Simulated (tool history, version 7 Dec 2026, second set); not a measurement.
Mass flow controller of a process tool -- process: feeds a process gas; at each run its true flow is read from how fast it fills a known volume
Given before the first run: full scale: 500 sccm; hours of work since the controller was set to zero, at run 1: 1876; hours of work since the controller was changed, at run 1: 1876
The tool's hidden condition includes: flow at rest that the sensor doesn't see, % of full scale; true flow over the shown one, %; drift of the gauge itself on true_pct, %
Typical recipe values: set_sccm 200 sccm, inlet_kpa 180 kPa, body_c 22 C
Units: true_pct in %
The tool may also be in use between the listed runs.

run,day,set_sccm,inlet_kpa,body_c,hours of work since the controller was set to zero,hours of work since the controller was changed,true_pct
1,0,200,180,22,1876,1876,98.09
2,7.858,200,180,22,1984,1984,98.02
3,12.025,200,180,22,2041,2041,98.18
4,18.317,200,180,22,2127,2127,98.11
5,25.067,200,180,22,2220,2220,98.2
6,29.125,200,180,22,2275,2275,98.14
7,32.792,200,180,22,2326,2326,98.18
8,38.308,200,180,22,2401,2401,98.11
9,42.071,200,180,22,2453,2453,98.03
10,47.804,200,251,22,2531,2531,98.38
11,55.775,200,150,22,2640,2640,97.96
12,64.554,200,180,22,2761,2761,98.16
13,70.846,200,180,22,2847,2847,98.05
14,76.838,200,180,22,2929,2929,98.31
15,83.629,200,180,22,3022,3022,98.16
16,91.196,200,180,22,3126,3126,97.96
17,96.854,104,180,22,3203,3203,97.58
18,101.404,200,180,22,3266,3266,98.18
19,107.571,200,180,22,3350,3350,98.03
20,112.471,200,247,22,3417,3417,98.44
21,121.367,200,247,25,3539,3539,98.55
22,127.583,200,247,25,3624,3624,98.59
23,132.967,200,247,25,3698,3698,98.5
24,140.042,200,180,26,3795,3795,98.31
25,147.333,458,143,23,3895,3895,99.36
26,155.8,458,143,23,4011,4011,99.3
27,164.158,131,143,30,4126,4126,98.07
28,173.012,118,222,30,4247,4247,98.37
29,181.621,269,232,38,4365,4365,99.73
30,186.712,269,232,38,4435,4435,99.74
31,191.979,276,163,27,4507,4507,98.75
32,199.421,276,163,27,4609,4609,98.63
33,205.642,200,279,22,4694,4694,98.51
34,211.146,73,206,31,4769,4769,98.06
35,219.992,145,167,22,4891,4891,97.84
36,228.075,145,167,22,5001,5001,97.7
37,231.796,98,167,22,5052,5052,97.58
38,240.65,135,186,22,5174,5174,97.71
39,244.821,424,244,40,5231,5231,100.61
40,252.879,196,215,28,5341,5341,98.56
41,257.754,152,180,27,5408,5408,98.19
42,266.371,152,279,27,5526,5526,98.54
43,272.933,152,279,27,5616,5616,98.5
44,278.942,186,159,22,5698,5698,97.98
45,285.254,94,186,26,5785,5785,97.8

Expected results for the next run?
46,294.025,94,180,26,5905,5905,?

true_pct: 97.81 %
Take away the tool's hidden state, keep the run-to-run variation as it was, and the same run would have given true_pct 97.8 %.
